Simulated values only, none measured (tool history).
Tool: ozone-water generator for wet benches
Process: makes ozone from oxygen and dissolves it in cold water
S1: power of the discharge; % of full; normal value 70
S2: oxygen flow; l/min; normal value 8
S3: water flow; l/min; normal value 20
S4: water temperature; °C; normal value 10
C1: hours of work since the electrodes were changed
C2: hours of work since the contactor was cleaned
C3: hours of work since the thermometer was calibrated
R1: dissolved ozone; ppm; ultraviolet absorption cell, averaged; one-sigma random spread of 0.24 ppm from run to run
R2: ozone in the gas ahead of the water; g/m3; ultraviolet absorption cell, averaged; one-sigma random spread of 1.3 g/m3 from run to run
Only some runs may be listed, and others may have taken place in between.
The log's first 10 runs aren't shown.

Run 11, hour 243.7: usual settings but S1 65 % of full; C1 1184; C2 3569; C3 1624. Result: R1 32.4 ppm, R2 215.3 g/m3.
Run 12, hour 278.8: usual settings but S1 65 % of full; C1 1216; C2 3601; C3 1656. Result: R1 32.2 ppm, R2 215.1 g/m3.
Run 13, hour 308.2: usual settings; C1 1243; C2 3629; C3 1683. Result: R1 34 ppm, R2 226.4 g/m3.
Run 14, hour 333.1: usual settings but S2 6.96 l/min; C1 1266; C2 3651; C3 1706. Result: R1 34.1 ppm, R2 243.1 g/m3.
Run 15, hour 352.2: usual settings but S2 6.96 l/min, S3 25 l/min; C1 1284; C2 3669; C3 1724. Result: R1 28 ppm, R2 241.1 g/m3.
Run 16, hour 381.7: usual settings but S2 6.96 l/min, S3 25 l/min; C1 1311; C2 3696; C3 1751. Result: R1 28.1 ppm, R2 240.9 g/m3.
Run 17, hour 401.8: usual settings but S2 6.96 l/min, S3 25 l/min; C1 1330; C2 3715; C3 1770. Result: R1 27.8 ppm, R2 240.8 g/m3.
Run 18, hour 427.8: usual settings but S1 82 % of full, S2 4.1 l/min; C1 1354; C2 3739; C3 1793. Result: R1 35.5 ppm, R2 346.6 g/m3.
Run 19, hour 456.8: usual settings but S1 82 % of full, S2 4.1 l/min; C1 1380; C2 3765; C3 1820. Result: R1 35.6 ppm, R2 350.2 g/m3.
Run 20, hour 484.6: usual settings but S3 15 l/min, S4 7 °C; C1 1406; C2 3791; C3 1846. Result: R1 43.5 ppm, R2 225.3 g/m3.
Run 21, hour 509.5: usual settings but S1 51 % of full, S2 10.45 l/min, S3 13 l/min, S4 5 °C; C1 1429; C2 3814; C3 1869. Result: R1 39.3 ppm, R2 156 g/m3.
Run 22, hour 538.5: usual settings but S4 8 °C; C1 1455; C2 3840; C3 1895. Result: R1 34.7 ppm, R2 223.7 g/m3.
Run 23, hour 567.3: usual settings but S4 8 °C; C1 1482; C2 3867; C3 1922. Result: R1 34.6 ppm, R2 224.7 g/m3.

Predict the results of run 24:
Run 24, hour 592.4: usual settings but S1 61 % of full, S4 5 °C; C1 1505; C2 3890; C3 1945. Result: R1 ?, R2 ?.

R1: 32.9 ppm
R2: 202.9 g/m3
Take away the tool's hidden state, keep the run-to-run variation as it was, and the same run would have given R1 35.1 ppm, R2 206.9 g/m3.

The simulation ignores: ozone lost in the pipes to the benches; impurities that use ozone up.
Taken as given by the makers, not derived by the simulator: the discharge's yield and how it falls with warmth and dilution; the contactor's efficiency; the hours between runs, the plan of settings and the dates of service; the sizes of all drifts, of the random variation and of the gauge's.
